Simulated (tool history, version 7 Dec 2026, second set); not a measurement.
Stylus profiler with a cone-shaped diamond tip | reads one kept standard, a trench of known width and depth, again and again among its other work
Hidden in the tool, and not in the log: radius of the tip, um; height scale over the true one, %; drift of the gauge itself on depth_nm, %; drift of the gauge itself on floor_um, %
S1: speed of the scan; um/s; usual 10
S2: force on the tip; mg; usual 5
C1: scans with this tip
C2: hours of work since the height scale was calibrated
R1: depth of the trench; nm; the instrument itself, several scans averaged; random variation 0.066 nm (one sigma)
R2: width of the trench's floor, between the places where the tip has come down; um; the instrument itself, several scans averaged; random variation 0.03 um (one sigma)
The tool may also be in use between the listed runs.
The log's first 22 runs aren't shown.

run	day	S1	S2	C1	C2	R1	R2
23	46.925	10	5	3558	299	101.5	98.38
24	48.95	2	4.9	3910	329	101.5	98.36
25	51.133	2	4.9	4290	361	101.52	98.37
26	53.4	2	4.9	4685	394	101.53	98.33
27	56.662	5	14.71	5252	442	103.06	98.27
28	59.638	5	14.71	5770	486	103.07	98.2
29	62.6	5	14.71	6285	529	103.22	98.27
30	65.162	5	14.71	6731	566	103.18	98.25
31	66.721	5	14.71	7003	589	103.24	98.14
32	69.542	5	14.71	7493	631	103.16	98.14
33	72.262	5	14.71	7967	670	103.2	98.12
34	75.379	5	14.71	8509	716	103.24	98.02
35	77.008	3	8.25	8792	740	102.22	98.15
36	80.121	4	8.72	9334	785	102.32	98.02
37	82.008	20	2.87	9662	813	101.16	98.04
38	84.817	20	2.87	10151	854	101.31	97.94
39	88.008	3	14.92	10706	901	103.26	98.03
40	89.825	3	10.11	11022	928	102.62	97.98

The next listed run, before its measurement:
41	91.367	3	10.11	11290	950	?	?

{"run 41": {"R1": 102.62, "R2": 97.97}}
Without the tool's hidden state the same run would have given R1 102.3 nm, R2 98.57 um.
